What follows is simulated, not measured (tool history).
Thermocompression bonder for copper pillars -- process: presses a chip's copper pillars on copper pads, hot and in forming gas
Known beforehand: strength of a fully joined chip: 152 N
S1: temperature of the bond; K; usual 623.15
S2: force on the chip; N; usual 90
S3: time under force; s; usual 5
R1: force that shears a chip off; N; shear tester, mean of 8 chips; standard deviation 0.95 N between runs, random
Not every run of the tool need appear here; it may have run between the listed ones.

{"run": 1, "hour": 0.0, "S1": 623.15, "S2": 90, "S3": 5, "R1": 96.7}
{"run": 2, "hour": 13.0, "S1": 623.15, "S2": 90, "S3": 5, "R1": 98}
{"run": 3, "hour": 29.9, "S1": 623.15, "S2": 90, "S3": 5, "R1": 98.9}
{"run": 4, "hour": 50.3, "S1": 623.15, "S2": 90, "S3": 5, "R1": 96}
{"run": 5, "hour": 60.2, "S1": 630.15, "S2": 90, "S3": 5, "R1": 99.9}
{"run": 6, "hour": 77.3, "S1": 630.15, "S2": 90, "S3": 5, "R1": 100.2}
{"run": 7, "hour": 97.3, "S1": 630.15, "S2": 90, "S3": 5, "R1": 100.9}
{"run": 8, "hour": 108.6, "S1": 623.15, "S2": 72, "S3": 5, "R1": 86}
{"run": 9, "hour": 125.8, "S1": 623.15, "S2": 90, "S3": 5, "R1": 95.1}
{"run": 10, "hour": 141.6, "S1": 595.15, "S2": 90, "S3": 5, "R1": 80}
{"run": 11, "hour": 157.9, "S1": 623.15, "S2": 90, "S3": 5, "R1": 92.9}
{"run": 12, "hour": 168.2, "S1": 623.15, "S2": 56, "S3": 5, "R1": 72.6}
{"hour": 171.6, "done": "force cell calibrated"}
{"run": 13, "hour": 186.8, "S1": 623.15, "S2": 65, "S3": 5, "R1": 81}
{"run": 14, "hour": 199.8, "S1": 623.15, "S2": 90, "S3": 5, "R1": 94.4}
{"run": 15, "hour": 214.4, "S1": 623.15, "S2": 129, "S3": 5, "R1": 110.4}
{"run": 16, "hour": 233.4, "S1": 623.15, "S2": 90, "S3": 5, "R1": 93.3}
{"hour": 248.4, "done": "force cell calibrated, once more"}
{"run": 17, "hour": 249.5, "S1": 623.15, "S2": 90, "S3": 5, "R1": 91.6}
{"run": 18, "hour": 265.0, "S1": 623.15, "S2": 90, "S3": 5, "R1": 89.9}
{"run": 19, "hour": 277.6, "S1": 623.15, "S2": 90, "S3": 5, "R1": 90.1}
{"run": 20, "hour": 286.7, "S1": 623.15, "S2": 90, "S3": 5, "R1": 92}
{"run": 21, "hour": 297.7, "S1": 644.15, "S2": 90, "S3": 5, "R1": 100.2}
{"run": 22, "hour": 306.3, "S1": 601.15, "S2": 99, "S3": 5, "R1": 84}
{"run": 23, "hour": 319.0, "S1": 652.15, "S2": 99, "S3": 5, "R1": 106.2}
{"run": 24, "hour": 329.0, "S1": 652.15, "S2": 99, "S3": 5, "R1": 105.2}
{"hour": 341.0, "done": "forming gas filter changed"}
{"run": 25, "hour": 344.8, "S1": 622.15, "S2": 70, "S3": 9, "R1": 102.1}
{"run": 26, "hour": 361.0, "S1": 622.15, "S2": 70, "S3": 9, "R1": 101}
{"run": 27, "hour": 370.8, "S1": 627.15, "S2": 90, "S3": 6, "R1": 103.5}
{"run": 28, "hour": 390.7, "S1": 623.15, "S2": 112, "S3": 5, "R1": 108.5}
{"run": 29, "hour": 404.4, "S1": 623.15, "S2": 112, "S3": 5, "R1": 108.1}
{"run": 30, "hour": 421.1, "S1": 617.15, "S2": 112, "S3": 3, "R1": 88.8}
{"run": 31, "hour": 430.5, "S1": 617.15, "S2": 112, "S3": 3, "R1": 88}
{"run": 32, "hour": 445.3, "S1": 623.15, "S2": 90, "S3": 4, "R1": 89.8}
{"run": 33, "hour": 463.4, "S1": 623.15, "S2": 90, "S3": 4, "R1": 90.4}
{"run": 34, "hour": 475.6, "S1": 623.15, "S2": 90, "S3": 4, "R1": 85.9}
{"run": 35, "hour": 493.8, "S1": 612.15, "S2": 90, "S3": 5, "R1": 88.8}
{"run": 36, "hour": 503.6, "S1": 612.15, "S2": 57, "S3": 5, "R1": 67.1}
{"run": 37, "hour": 518.7, "S1": 616.15, "S2": 57, "S3": 5, "R1": 70}
{"run": 38, "hour": 538.0, "S1": 616.15, "S2": 57, "S3": 5, "R1": 66.9}
{"run": 39, "hour": 554.6, "S1": 626.15, "S2": 105, "S3": 6, "R1": 106.6}

Branching from run 39: 3 alternative next runs. What would each branch give?
{"run": "A", "hour": 569.5, "S1": 625.15, "S2": 105, "S3": 6, "R1": "?"}
{"run": "B", "hour": 569.5, "S1": 623.15, "S2": 68, "S3": 5, "R1": "?"}
{"run": "C", "hour": 569.5, "S1": 624.15, "S2": 110, "S3": 6, "R1": "?"}

run=A R1=107.9
run=B R1=81
run=C R1=107.5
With no hidden state in the tool, these same runs would have given:
run=A R1=114.3
run=B R1=86.3
run=C R1=113.9

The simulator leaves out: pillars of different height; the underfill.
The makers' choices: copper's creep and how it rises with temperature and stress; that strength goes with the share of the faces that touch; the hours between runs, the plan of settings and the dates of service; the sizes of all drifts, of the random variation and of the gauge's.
